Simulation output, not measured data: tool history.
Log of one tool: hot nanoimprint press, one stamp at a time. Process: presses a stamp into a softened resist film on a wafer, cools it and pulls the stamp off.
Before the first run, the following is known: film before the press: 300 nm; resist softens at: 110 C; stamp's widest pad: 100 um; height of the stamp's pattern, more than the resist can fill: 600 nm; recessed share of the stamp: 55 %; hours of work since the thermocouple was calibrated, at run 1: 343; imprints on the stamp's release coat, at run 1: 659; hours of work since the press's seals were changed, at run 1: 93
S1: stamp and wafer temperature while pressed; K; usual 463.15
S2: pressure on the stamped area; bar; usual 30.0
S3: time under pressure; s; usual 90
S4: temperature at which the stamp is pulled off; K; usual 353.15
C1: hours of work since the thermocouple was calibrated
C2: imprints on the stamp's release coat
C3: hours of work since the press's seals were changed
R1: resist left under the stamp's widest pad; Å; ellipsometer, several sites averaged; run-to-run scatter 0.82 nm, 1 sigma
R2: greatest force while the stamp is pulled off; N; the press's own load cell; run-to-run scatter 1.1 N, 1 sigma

{"run": 1, "day": 0.0, "S1": 463.15, "S2": 30.0, "S3": 90, "S4": 353.15, "C1": 343, "C2": 659, "C3": 93, "R1": 1237, "R2": 205}
{"run": 2, "day": 0.175, "S1": 463.15, "S2": 22.3, "S3": 90, "S4": 353.15, "C1": 346, "C2": 676, "C3": 95, "R1": 1446, "R2": 207}
{"run": 3, "day": 0.467, "S1": 463.15, "S2": 30.0, "S3": 90, "S4": 353.15, "C1": 350, "C2": 706, "C3": 99, "R1": 1250, "R2": 207}
{"run": 4, "day": 0.625, "S1": 463.15, "S2": 30.0, "S3": 90, "S4": 353.15, "C1": 352, "C2": 722, "C3": 102, "R1": 1234, "R2": 207}
{"run": 5, "day": 0.979, "S1": 463.15, "S2": 30.0, "S3": 90, "S4": 353.15, "C1": 357, "C2": 758, "C3": 107, "R1": 1255, "R2": 206}
{"day": 1.417, "done": "stamp cleaned and given a new release coat"}
{"run": 6, "day": 1.6, "S1": 463.15, "S2": 30.0, "S3": 90, "S4": 353.15, "C1": 363, "C2": 19, "C3": 112, "R1": 1249, "R2": 192}
{"run": 7, "day": 1.829, "S1": 463.15, "S2": 30.0, "S3": 65, "S4": 353.15, "C1": 366, "C2": 42, "C3": 115, "R1": 1382, "R2": 193}
{"run": 8, "day": 2.096, "S1": 463.15, "S2": 30.0, "S3": 65, "S4": 353.15, "C1": 370, "C2": 69, "C3": 119, "R1": 1377, "R2": 194}
{"run": 9, "day": 2.25, "S1": 463.15, "S2": 30.0, "S3": 65, "S4": 353.15, "C1": 372, "C2": 85, "C3": 121, "R1": 1400, "R2": 194}
{"run": 10, "day": 2.5, "S1": 463.15, "S2": 30.0, "S3": 65, "S4": 353.15, "C1": 375, "C2": 111, "C3": 125, "R1": 1390, "R2": 195}
{"run": 11, "day": 2.7, "S1": 463.15, "S2": 30.0, "S3": 65, "S4": 353.15, "C1": 378, "C2": 131, "C3": 128, "R1": 1408, "R2": 194}
{"run": 12, "day": 2.896, "S1": 463.15, "S2": 30.0, "S3": 65, "S4": 353.15, "C1": 381, "C2": 151, "C3": 131, "R1": 1401, "R2": 194}
{"run": 13, "day": 3.071, "S1": 463.15, "S2": 30.0, "S3": 90, "S4": 353.15, "C1": 384, "C2": 169, "C3": 133, "R1": 1239, "R2": 198}
{"day": 3.217, "done": "plate thermocouple calibrated"}
{"run": 14, "day": 3.379, "S1": 463.15, "S2": 30.0, "S3": 90, "S4": 353.15, "C1": 2, "C2": 187, "C3": 136, "R1": 1281, "R2": 198}
{"run": 15, "day": 3.567, "S1": 463.15, "S2": 30.0, "S3": 90, "S4": 353.15, "C1": 5, "C2": 206, "C3": 138, "R1": 1290, "R2": 196}
{"run": 16, "day": 3.912, "S1": 463.15, "S2": 28.9, "S3": 90, "S4": 351.15, "C1": 10, "C2": 242, "C3": 143, "R1": 1322, "R2": 202}
{"day": 4.088, "done": "plate thermocouple calibrated, once more"}
{"run": 17, "day": 4.233, "S1": 463.15, "S2": 28.9, "S3": 90, "S4": 351.15, "C1": 2, "C2": 261, "C3": 146, "R1": 1185, "R2": 199}
{"run": 18, "day": 4.567, "S1": 463.15, "S2": 24.3, "S3": 54, "S4": 353.15, "C1": 7, "C2": 295, "C3": 151, "R1": 1563, "R2": 196}
{"run": 19, "day": 4.921, "S1": 463.15, "S2": 30.0, "S3": 90, "S4": 354.15, "C1": 12, "C2": 331, "C3": 156, "R1": 1176, "R2": 196}
{"run": 20, "day": 5.188, "S1": 460.15, "S2": 30.0, "S3": 90, "S4": 353.15, "C1": 16, "C2": 359, "C3": 160, "R1": 1301, "R2": 197}
{"run": 21, "day": 5.479, "S1": 451.15, "S2": 21.2, "S3": 90, "S4": 353.15, "C1": 20, "C2": 388, "C3": 164, "R1": 2070, "R2": 199}
{"run": 22, "day": 5.825, "S1": 468.15, "S2": 30.0, "S3": 90, "S4": 356.15, "C1": 25, "C2": 423, "C3": 169, "R1": 990, "R2": 195}
{"run": 23, "day": 6.017, "S1": 468.15, "S2": 30.0, "S3": 90, "S4": 356.15, "C1": 28, "C2": 443, "C3": 172, "R1": 999, "R2": 198}
{"run": 24, "day": 6.225, "S1": 458.15, "S2": 30.0, "S3": 100, "S4": 350.15, "C1": 31, "C2": 464, "C3": 175, "R1": 1356, "R2": 203}
{"run": 25, "day": 6.554, "S1": 464.15, "S2": 23.2, "S3": 135, "S4": 353.15, "C1": 35, "C2": 498, "C3": 180, "R1": 1134, "R2": 201}
{"run": 26, "day": 6.896, "S1": 462.15, "S2": 37.8, "S3": 93, "S4": 357.15, "C1": 40, "C2": 533, "C3": 184, "R1": 1058, "R2": 194}
{"run": 27, "day": 7.058, "S1": 463.15, "S2": 30.0, "S3": 100, "S4": 351.15, "C1": 43, "C2": 549, "C3": 187, "R1": 1140, "R2": 203}
{"run": 28, "day": 7.333, "S1": 463.15, "S2": 30.0, "S3": 100, "S4": 351.15, "C1": 47, "C2": 577, "C3": 191, "R1": 1142, "R2": 205}
{"run": 29, "day": 7.554, "S1": 463.15, "S2": 30.0, "S3": 100, "S4": 351.15, "C1": 50, "C2": 599, "C3": 194, "R1": 1148, "R2": 206}
{"run": 30, "day": 7.912, "S1": 460.15, "S2": 37.0, "S3": 46, "S4": 339.15, "C1": 55, "C2": 636, "C3": 199, "R1": 1486, "R2": 220}

What differs in the tool's unlogged condition from the final listed run ahead of each entry between runs to the first listed run following it?
Run 5 -> run 6: stamp cleaned and given a new release coat (day 1.417)
  true temperature over the reading, C: -1.87 -> -1.9; pressure that arrives at the usual setting, %: 99.88 -> 99.86; grip of the stamp's worn release coat, % over a new coat's: 7.6 -> 0.2
  measured minus no-state result, R1: +82 -> +83 Å; R2: +17 -> +2 N
Run 13 -> run 14: plate thermocouple calibrated (day 3.217)
  true temperature over the reading, C: -2 -> -2.92; pressure that arrives at the usual setting, %: 99.78 -> 99.77; grip of the stamp's worn release coat, % over a new coat's: 1.7 -> 1.8
  measured minus no-state result, R1: +87 -> +129 Å; R2: +5 -> +7 N
Run 16 -> run 17: plate thermocouple calibrated, once more (day 4.088)
  true temperature over the reading, C: -2.95 -> -0.24; pressure that arrives at the usual setting, %: 99.75 -> 99.73; grip of the stamp's worn release coat, % over a new coat's: 2.4 -> 2.6
  measured minus no-state result, R1: +134 -> +11 Å; R2: +9 -> +6 N
